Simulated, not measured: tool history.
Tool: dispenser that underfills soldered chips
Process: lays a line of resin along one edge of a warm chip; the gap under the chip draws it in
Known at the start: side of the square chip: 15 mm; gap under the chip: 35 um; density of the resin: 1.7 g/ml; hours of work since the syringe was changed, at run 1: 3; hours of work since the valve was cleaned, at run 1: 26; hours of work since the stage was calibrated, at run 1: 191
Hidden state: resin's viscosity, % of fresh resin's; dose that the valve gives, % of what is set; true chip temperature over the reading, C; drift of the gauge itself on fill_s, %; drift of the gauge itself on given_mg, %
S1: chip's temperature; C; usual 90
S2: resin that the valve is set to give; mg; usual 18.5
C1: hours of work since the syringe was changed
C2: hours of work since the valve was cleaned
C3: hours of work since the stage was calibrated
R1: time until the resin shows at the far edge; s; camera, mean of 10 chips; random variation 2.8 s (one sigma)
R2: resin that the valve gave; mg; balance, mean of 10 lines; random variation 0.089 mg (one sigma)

| run | hour | S1 | S2 | C1 | C2 | C3 | R1 | R2 |
|---|---|---|---|---|---|---|---|---|
| 1 | 0.0 | 90 | 18.5 | 3 | 26 | 191 | 367.9 | 18.15 |
|  | 4.7 | new syringe of resin |
| 2 | 5.2 | 90 | 18.5 | 0 | 30 | 195 | 297.8 | 18.00 |
| 3 | 12.0 | 95 | 18.5 | 6 | 35 | 200 | 367.0 | 18.10 |
|  | 13.5 | new syringe of resin |
| 4 | 18.7 | 90 | 18.3 | 4 | 40 | 205 | 394.9 | 17.86 |
|  | 22.4 | new syringe of resin |
| 5 | 25.2 | 90 | 18.3 | 2 | 45 | 210 | 348.3 | 17.90 |
|  | 31.3 | new syringe of resin |
| 6 | 33.3 | 90 | 18.3 | 1 | 51 | 216 | 334.2 | 17.64 |
|  | 40.1 | new syringe of resin |
| 7 | 40.1 | 90 | 20.6 | 0 | 56 | 221 | 285.9 | 19.73 |
| 8 | 47.9 | 90 | 20.6 | 6 | 62 | 227 | 461.3 | 19.80 |
|  | 48.9 | new syringe of resin |
| 9 | 54.3 | 90 | 20.6 | 4 | 66 | 231 | 383.3 | 19.69 |
|  | 57.7 | new syringe of resin |
| 10 | 61.6 | 90 | 20.6 | 3 | 72 | 237 | 367.0 | 19.57 |
|  | 66.3 | new syringe of resin |
| 11 | 67.1 | 90 | 19.3 | 1 | 76 | 241 | 313.5 | 18.37 |
| 12 | 71.8 | 90 | 19.3 | 4 | 79 | 244 | 413.0 | 18.43 |
|  | 75.1 | new syringe of resin |
| 13 | 80.1 | 90 | 19.3 | 4 | 85 | 250 | 400.9 | 18.33 |
|  | 84.4 | new syringe of resin |
| 14 | 87.1 | 90 | 19.3 | 2 | 90 | 255 | 348.8 | 18.08 |
|  | 93.1 | new syringe of resin |
| 15 | 94.5 | 90 | 18.5 | 1 | 96 | 261 | 319.5 | 17.17 |
|  | 102.1 | new syringe of resin |
| 16 | 104.2 | 90 | 18.5 | 2 | 103 | 268 | 343.3 | 17.13 |
| 17 | 109.6 | 90 | 18.5 | 6 | 107 | 272 | 483.8 | 17.11 |
|  | 110.5 | new syringe of resin |
| 18 | 118.0 | 104 | 16.0 | 6 | 113 | 278 | 289.1 | 14.59 |
|  | 119.7 | new syringe of resin |
| 19 | 127.0 | 104 | 16.0 | 6 | 120 | 285 | 287.8 | 14.59 |
|  | 128.4 | new syringe of resin |
| 20 | 133.7 | 104 | 16.0 | 4 | 125 | 290 | 245.1 | 14.52 |
|  | 136.6 | dispensing valve cleaned and set on the balance |
|  | 138.4 | new syringe of resin |
| 21 | 141.7 | 104 | 19.1 | 2 | 4 | 295 | 205.0 | 19.07 |
|  | 147.0 | new syringe of resin |
| 22 | 149.1 | 104 | 19.1 | 2 | 9 | 300 | 192.9 | 18.93 |
|  | 156.2 | new syringe of resin |
| 23 | 156.7 | 104 | 19.1 | 0 | 15 | 306 | 171.2 | 18.94 |
|  | 164.8 | new syringe of resin |
| 24 | 164.8 | 104 | 19.1 | 0 | 21 | 312 | 164.6 | 18.88 |
| 25 | 169.9 | 91 | 21.6 | 4 | 24 | 315 | 368.9 | 21.50 |
|  | 173.8 | new syringe of resin |
| 26 | 179.8 | 94 | 18.5 | 5 | 32 | 323 | 369.3 | 18.21 |
|  | 182.6 | new syringe of resin |
| 27 | 188.6 | 94 | 18.5 | 5 | 38 | 329 | 363.0 | 18.19 |
|  | 191.1 | new syringe of resin |
| 28 | 194.3 | 94 | 16.8 | 2 | 42 | 333 | 325.7 | 16.32 |
|  | 199.8 | new syringe of resin |
| 29 | 200.1 | 94 | 16.8 | 0 | 47 | 338 | 265.9 | 16.20 |
| 30 | 207.9 | 97 | 16.8 | 6 | 52 | 344 | 376.8 | 16.21 |
|  | 209.1 | new syringe of resin |
| 31 | 213.0 | 94 | 16.2 | 3 | 56 | 347 | 337.3 | 15.68 |
|  | 217.7 | new syringe of resin |
| 32 | 222.6 | 94 | 16.2 | 4 | 63 | 354 | 359.2 | 15.58 |
|  | 226.8 | new syringe of resin |
| 33 | 229.9 | 94 | 20.2 | 2 | 68 | 360 | 306.6 | 19.11 |
|  | 235.4 | new syringe of resin |
| 34 | 235.9 | 89 | 18.5 | 0 | 73 | 364 | 317.0 | 17.55 |

5 ways to go on from here, each from the tool as it stands after run 34. What would each give?
| A | 240.4 | 98 | 18.5 | 4 | 76 | 367 | ? | ? |
| B | 240.4 | 93 | 21.1 | 4 | 76 | 367 | ? | ? |
| C | 240.4 | 90 | 18.5 | 4 | 76 | 367 | ? | ? |
| D | 240.4 | 103 | 18.1 | 4 | 76 | 367 | ? | ? |
| E | 240.4 | 77 | 20.2 | 4 | 76 | 367 | ? | ? |

| run | R1 | R2 |
|---|---|---|
| A | 287.4 | 17.47 |
| B | 346.9 | 20.00 |
| C | 400.1 | 17.43 |
| D | 244.0 | 17.10 |
| E | 684.5 | 19.08 |
Without the tool's hidden state the same runs would have given:
| run | R1 | R2 |
|---|---|---|
| A | 202.1 | 18.46 |
| B | 245.3 | 21.13 |
| C | 280.8 | 18.41 |
| D | 171.8 | 18.05 |
| E | 480.6 | 20.15 |
